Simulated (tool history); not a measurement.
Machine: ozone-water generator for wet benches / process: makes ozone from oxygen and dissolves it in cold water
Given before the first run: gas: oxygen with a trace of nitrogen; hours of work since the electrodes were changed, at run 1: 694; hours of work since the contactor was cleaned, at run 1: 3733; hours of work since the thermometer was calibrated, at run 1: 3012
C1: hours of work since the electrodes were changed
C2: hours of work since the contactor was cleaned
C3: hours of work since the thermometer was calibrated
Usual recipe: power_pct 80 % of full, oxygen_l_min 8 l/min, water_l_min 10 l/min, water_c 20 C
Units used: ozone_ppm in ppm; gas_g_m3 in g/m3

{"run": 1, "hour": 0.0, "power_pct": 80, "oxygen_l_min": 8, "water_l_min": 10, "water_c": 20, "C1": 694, "C2": 3733, "C3": 3012, "ozone_ppm": 33.5, "gas_g_m3": 245.6}
{"run": 2, "hour": 27.7, "power_pct": 80, "oxygen_l_min": 8, "water_l_min": 10, "water_c": 20, "C1": 718, "C2": 3758, "C3": 3037, "ozone_ppm": 33.9, "gas_g_m3": 246.4}
{"run": 3, "hour": 58.6, "power_pct": 80, "oxygen_l_min": 8, "water_l_min": 10, "water_c": 20, "C1": 746, "C2": 3786, "C3": 3064, "ozone_ppm": 34.2, "gas_g_m3": 247.9}
{"run": 4, "hour": 76.8, "power_pct": 80, "oxygen_l_min": 13.03, "water_l_min": 10, "water_c": 20, "C1": 762, "C2": 3802, "C3": 3081, "ozone_ppm": 33, "gas_g_m3": 216.3}
{"run": 5, "hour": 105.7, "power_pct": 80, "oxygen_l_min": 13.03, "water_l_min": 10, "water_c": 20, "C1": 788, "C2": 3828, "C3": 3106, "ozone_ppm": 32.6, "gas_g_m3": 213.1}
{"run": 6, "hour": 143.0, "power_pct": 80, "oxygen_l_min": 13.03, "water_l_min": 10, "water_c": 20, "C1": 821, "C2": 3861, "C3": 3140, "ozone_ppm": 32.9, "gas_g_m3": 215.6}
{"run": 7, "hour": 181.8, "power_pct": 79, "oxygen_l_min": 8, "water_l_min": 10, "water_c": 20, "C1": 856, "C2": 3895, "C3": 3174, "ozone_ppm": 33.6, "gas_g_m3": 245.9}
{"run": 8, "hour": 206.2, "power_pct": 79, "oxygen_l_min": 8, "water_l_min": 10, "water_c": 20, "C1": 877, "C2": 3917, "C3": 3196, "ozone_ppm": 33.3, "gas_g_m3": 247.3}
{"run": 9, "hour": 236.3, "power_pct": 79, "oxygen_l_min": 8, "water_l_min": 10, "water_c": 20, "C1": 904, "C2": 3944, "C3": 3223, "ozone_ppm": 33.6, "gas_g_m3": 245.9}
{"run": 10, "hour": 273.1, "power_pct": 75, "oxygen_l_min": 7.65, "water_l_min": 10, "water_c": 23, "C1": 937, "C2": 3977, "C3": 3256, "ozone_ppm": 29.8, "gas_g_m3": 241.6}
{"run": 11, "hour": 292.2, "power_pct": 75, "oxygen_l_min": 7.65, "water_l_min": 10, "water_c": 23, "C1": 954, "C2": 3994, "C3": 3273, "ozone_ppm": 29.9, "gas_g_m3": 240.4}
{"run": 12, "hour": 326.9, "power_pct": 75, "oxygen_l_min": 9.82, "water_l_min": 9, "water_c": 23, "C1": 985, "C2": 4025, "C3": 3303, "ozone_ppm": 30.9, "gas_g_m3": 223.1}
{"run": 13, "hour": 346.8, "power_pct": 75, "oxygen_l_min": 9.82, "water_l_min": 9, "water_c": 14, "C1": 1003, "C2": 4043, "C3": 3321, "ozone_ppm": 39.1, "gas_g_m3": 222.7}
{"run": 14, "hour": 369.0, "power_pct": 75, "oxygen_l_min": 9.82, "water_l_min": 9, "water_c": 14, "C1": 1022, "C2": 4062, "C3": 3341, "ozone_ppm": 38.8, "gas_g_m3": 224.1}
{"run": 15, "hour": 393.9, "power_pct": 75, "oxygen_l_min": 9.33, "water_l_min": 9, "water_c": 14, "C1": 1045, "C2": 4084, "C3": 3363, "ozone_ppm": 38.9, "gas_g_m3": 227.4}
{"run": 16, "hour": 430.2, "power_pct": 75, "oxygen_l_min": 8.74, "water_l_min": 13, "water_c": 14, "C1": 1077, "C2": 4117, "C3": 3395, "ozone_ppm": 30, "gas_g_m3": 231.5}
{"run": 17, "hour": 450.9, "power_pct": 80, "oxygen_l_min": 10.97, "water_l_min": 7, "water_c": 20, "C1": 1095, "C2": 4135, "C3": 3414, "ozone_ppm": 39.9, "gas_g_m3": 230.5}
{"run": 18, "hour": 486.5, "power_pct": 80, "oxygen_l_min": 10.22, "water_l_min": 13, "water_c": 14, "C1": 1127, "C2": 4167, "C3": 3446, "ozone_ppm": 32.3, "gas_g_m3": 236.7}

Below are 5 alternative next runs, each starting from the tool's condition after run 18. Predict each:
{"hour": 515.2, "done": "gauge calibrated"}
{"run": "A", "hour": 527.8, "power_pct": 44, "oxygen_l_min": 8, "water_l_min": 12, "water_c": 17, "C1": 1164, "C2": 4204, "C3": 3482, "ozone_ppm": "?", "gas_g_m3": "?"}
{"hour": 515.2, "done": "gauge calibrated"}
{"run": "B", "hour": 527.8, "power_pct": 80, "oxygen_l_min": 8, "water_l_min": 10, "water_c": 21, "C1": 1164, "C2": 4204, "C3": 3482, "ozone_ppm": "?", "gas_g_m3": "?"}
{"hour": 515.2, "done": "gauge calibrated"}
{"run": "C", "hour": 527.8, "power_pct": 47, "oxygen_l_min": 8, "water_l_min": 7, "water_c": 13, "C1": 1164, "C2": 4204, "C3": 3482, "ozone_ppm": "?", "gas_g_m3": "?"}
{"hour": 515.2, "done": "gauge calibrated"}
{"run": "D", "hour": 527.8, "power_pct": 80, "oxygen_l_min": 8, "water_l_min": 10, "water_c": 20, "C1": 1164, "C2": 4204, "C3": 3482, "ozone_ppm": "?", "gas_g_m3": "?"}
{"hour": 515.2, "done": "gauge calibrated"}
{"run": "E", "hour": 527.8, "power_pct": 68, "oxygen_l_min": 10.22, "water_l_min": 13, "water_c": 14, "C1": 1164, "C2": 4204, "C3": 3482, "ozone_ppm": "?", "gas_g_m3": "?"}

run=A ozone_ppm=18.2 gas_g_m3=142
run=B ozone_ppm=33.3 gas_g_m3=246.1
run=C ozone_ppm=30.5 gas_g_m3=151
run=D ozone_ppm=33.6 gas_g_m3=247.1
run=E ozone_ppm=28 gas_g_m3=197
Without the tool's unlogged condition, the same runs would have read:
run=A ozone_ppm=18.2 gas_g_m3=141.9
run=B ozone_ppm=33.3 gas_g_m3=245.9
run=C ozone_ppm=30.5 gas_g_m3=150.9
run=D ozone_ppm=33.7 gas_g_m3=247
run=E ozone_ppm=28 gas_g_m3=196.9
